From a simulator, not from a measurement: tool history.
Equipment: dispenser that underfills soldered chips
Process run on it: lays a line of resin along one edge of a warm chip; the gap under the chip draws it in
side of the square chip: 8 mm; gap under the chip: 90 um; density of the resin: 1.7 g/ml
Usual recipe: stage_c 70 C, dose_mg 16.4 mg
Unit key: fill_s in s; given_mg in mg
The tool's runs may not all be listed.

Run 1, hour 0.0: usual settings. Result: fill_s 35.5 s, given_mg 15.98 mg.
At hour 6.3: new syringe of resin.
Run 2, hour 6.5: usual settings but stage_c 68 C. Result: fill_s 35.3 s, given_mg 15.87 mg.
At hour 16.0: new syringe of resin.
Run 3, hour 18.7: usual settings. Result: fill_s 36.0 s, given_mg 15.58 mg.
At hour 24.8: new syringe of resin.
Run 4, hour 24.8: usual settings. Result: fill_s 32.9 s, given_mg 15.57 mg.
Run 5, hour 32.7: usual settings but dose_mg 20.0 mg. Result: fill_s 42.9 s, given_mg 19.01 mg.
At hour 34.0: new syringe of resin.
Run 6, hour 39.7: usual settings but dose_mg 20.0 mg. Result: fill_s 39.4 s, given_mg 19.15 mg.
At hour 43.3: new syringe of resin.
At hour 52.1: new syringe of resin.
Run 7, hour 52.3: usual settings but dose_mg 20.0 mg. Result: fill_s 31.8 s, given_mg 18.85 mg.
At hour 61.2: new syringe of resin.
Run 8, hour 64.9: usual settings but stage_c 74 C. Result: fill_s 33.1 s, given_mg 15.47 mg.
At hour 70.4: new syringe of resin.
Run 9, hour 76.1: usual settings but dose_mg 15.2 mg. Result: fill_s 40.3 s, given_mg 14.33 mg.
At hour 79.4: new syringe of resin.
At hour 88.7: dispensing valve cleaned and set on the balance.
At hour 89.4: new syringe of resin.
Run 10, hour 89.4: usual settings. Result: fill_s 30.7 s, given_mg 16.35 mg.
Run 11, hour 95.2: usual settings but dose_mg 18.3 mg. Result: fill_s 39.2 s, given_mg 18.32 mg.
At hour 98.3: new syringe of resin.
Run 12, hour 100.5: usual settings but dose_mg 18.3 mg. Result: fill_s 33.5 s, given_mg 18.30 mg.
At hour 107.5: new syringe of resin.
Run 13, hour 108.5: usual settings but dose_mg 18.3 mg. Result: fill_s 32.4 s, given_mg 18.32 mg.
At hour 116.8: new syringe of resin.
Run 14, hour 119.9: usual settings but dose_mg 18.3 mg. Result: fill_s 35.2 s, given_mg 18.11 mg.
At hour 125.8: new syringe of resin.
Run 15, hour 131.5: usual settings but dose_mg 18.3 mg. Result: fill_s 39.2 s, given_mg 18.12 mg.
At hour 135.2: new syringe of resin.
Run 16, hour 141.0: usual settings but dose_mg 18.3 mg. Result: fill_s 39.1 s, given_mg 17.90 mg.
At hour 144.2: new syringe of resin.
Run 17, hour 151.0: usual settings but dose_mg 18.3 mg. Result: fill_s 41.1 s, given_mg 17.82 mg.
At hour 152.9: new syringe of resin.
At hour 161.7: new syringe of resin.
Run 18, hour 163.7: usual settings but dose_mg 18.3 mg. Result: fill_s 34.1 s, given_mg 17.86 mg.
Run 19, hour 169.6: usual settings but stage_c 74 C, dose_mg 15.5 mg. Result: fill_s 38.4 s, given_mg 14.96 mg.
At hour 171.0: new syringe of resin.
Run 20, hour 178.2: usual settings but stage_c 80 C, dose_mg 17.4 mg. Result: fill_s 30.2 s, given_mg 16.82 mg.
At hour 179.9: new syringe of resin.
Run 21, hour 188.1: usual settings but stage_c 80 C, dose_mg 17.4 mg. Result: fill_s 31.3 s, given_mg 16.87 mg.
At hour 189.2: new syringe of resin.
At hour 198.2: new syringe of resin.
Run 22, hour 199.4: usual settings but stage_c 61 C, dose_mg 17.1 mg. Result: fill_s 44.2 s, given_mg 16.49 mg.
At hour 207.5: new syringe of resin.
Run 23, hour 209.7: usual settings but stage_c 58 C, dose_mg 18.0 mg. Result: fill_s 49.5 s, given_mg 17.22 mg.

Predict the results of run 24:
At hour 216.9: new syringe of resin.
Run 24, hour 220.5: usual settings but stage_c 58 C, dose_mg 18.0 mg. Result: fill_s ?, given_mg ?.

Run 24 produced fill_s 52.4 s, given_mg 17.15 mg.
If the tool had no hidden condition, the same run with the same run-to-run variation would have returned fill_s 50.5 s, given_mg 17.92 mg.
